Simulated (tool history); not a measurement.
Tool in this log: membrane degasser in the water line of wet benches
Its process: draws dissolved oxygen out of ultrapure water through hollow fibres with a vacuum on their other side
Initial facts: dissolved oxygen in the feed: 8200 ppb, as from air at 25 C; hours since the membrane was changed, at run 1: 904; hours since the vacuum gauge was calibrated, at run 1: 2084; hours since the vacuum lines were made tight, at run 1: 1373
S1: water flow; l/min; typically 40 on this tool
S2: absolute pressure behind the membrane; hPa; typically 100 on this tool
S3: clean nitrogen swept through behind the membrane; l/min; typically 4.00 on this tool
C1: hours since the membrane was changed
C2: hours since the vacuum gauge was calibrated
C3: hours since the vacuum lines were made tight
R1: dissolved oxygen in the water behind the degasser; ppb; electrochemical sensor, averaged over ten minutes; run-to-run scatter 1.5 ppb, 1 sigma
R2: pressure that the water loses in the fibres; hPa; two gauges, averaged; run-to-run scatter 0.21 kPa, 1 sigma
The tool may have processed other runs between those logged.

Run 1, day 0.000: usual settings; C1 904; C2 2084; C3 1373. Result: R1 160.3 ppb, R2 500.1 hPa.
Run 2, day 3.279: usual settings; C1 983; C2 2163; C3 1452. Result: R1 160.0 ppb, R2 500.5 hPa.
Run 3, day 6.146: usual settings; C1 1052; C2 2231; C3 1521. Result: R1 159.6 ppb, R2 500.2 hPa.
Run 4, day 8.729: usual settings; C1 1114; C2 2293; C3 1583. Result: R1 158.8 ppb, R2 498.3 hPa.
Run 5, day 11.475: usual settings but S1 26 l/min; C1 1180; C2 2359; C3 1649. Result: R1 106.9 ppb, R2 324.7 hPa.
Run 6, day 15.100: usual settings but S1 26 l/min; C1 1267; C2 2446; C3 1736. Result: R1 106.1 ppb, R2 324.8 hPa.
Run 7, day 17.621: usual settings; C1 1327; C2 2507; C3 1796. Result: R1 158.4 ppb, R2 500.8 hPa.
Run 8, day 20.450: usual settings; C1 1395; C2 2575; C3 1864. Result: R1 158.4 ppb, R2 498.7 hPa.
Run 9, day 22.446: usual settings; C1 1443; C2 2623; C3 1912. Result: R1 159.7 ppb, R2 496.7 hPa.
Run 10, day 24.733: usual settings; C1 1498; C2 2678; C3 1967. Result: R1 162.0 ppb, R2 494.3 hPa.
Run 11, day 28.338: usual settings but S1 39 l/min, S2 88 hPa; C1 1584; C2 2764; C3 2053. Result: R1 129.7 ppb, R2 480.1 hPa.
Run 12, day 30.325: usual settings but S1 64 l/min, S2 202 hPa; C1 1632; C2 2812; C3 2101. Result: R1 599.7 ppb, R2 795.4 hPa.
Run 13, day 32.792: usual settings but S1 49 l/min, S2 207 hPa, S3 7.21 l/min; C1 1691; C2 2871; C3 2160. Result: R1 284.8 ppb, R2 609.4 hPa.
Run 14, day 34.296: usual settings but S1 49 l/min, S2 207 hPa, S3 7.21 l/min; C1 1727; C2 2907; C3 2196. Result: R1 283.2 ppb, R2 610.0 hPa.
Run 15, day 35.871: usual settings but S1 49 l/min, S2 207 hPa, S3 7.21 l/min; C1 1765; C2 2945; C3 2234. Result: R1 287.4 ppb, R2 605.9 hPa.
Run 16, day 38.229: usual settings but S1 55 l/min, S2 129 hPa, S3 2.16 l/min; C1 1822; C2 3001; C3 2291. Result: R1 519.6 ppb, R2 683.9 hPa.
Run 17, day 41.242: usual settings but S1 55 l/min, S2 129 hPa, S3 2.16 l/min; C1 1894; C2 3074; C3 2363. Result: R1 518.2 ppb, R2 681.8 hPa.
Run 18, day 43.738: usual settings but S3 2.39 l/min; C1 1954; C2 3134; C3 2423. Result: R1 253.8 ppb, R2 494.0 hPa.
Run 19, day 46.425: usual settings but S1 25 l/min, S3 2.39 l/min; C1 2018; C2 3198; C3 2487. Result: R1 165.1 ppb, R2 308.0 hPa.

5 options for the next run, each taken on its own from the tool as it stands now. Forecast them:
Run A, day 48.992: usual settings but S1 25 l/min, S2 103 hPa, S3 3.44 l/min; C1 2080; C2 3260; C3 2549. Result: R1 ?, R2 ?.
Run B, day 48.992: usual settings but S1 27 l/min, S2 104 hPa, S3 2.39 l/min; C1 2080; C2 3260; C3 2549. Result: R1 ?, R2 ?.
Run C, day 48.992: usual settings but S1 33 l/min, S2 151 hPa, S3 2.36 l/min; C1 2080; C2 3260; C3 2549. Result: R1 ?, R2 ?.
Run D, day 48.992: usual settings but S3 2.19 l/min; C1 2080; C2 3260; C3 2549. Result: R1 ?, R2 ?.
Run E, day 48.992: usual settings but S1 51 l/min; C1 2080; C2 3260; C3 2549. Result: R1 ?, R2 ?.

run     R1     R2
  A  121.1  313.1
  B  185.6  330.6
  C  369.4  409.9
  D  271.9  496.7
  E  206.8  628.1
With no hidden state in the tool, these same runs would have given:
run     R1     R2
  A  121.1  317.2
  B  185.5  334.9
  C  369.3  415.2
  D  271.7  503.1
  E  206.7  636.3
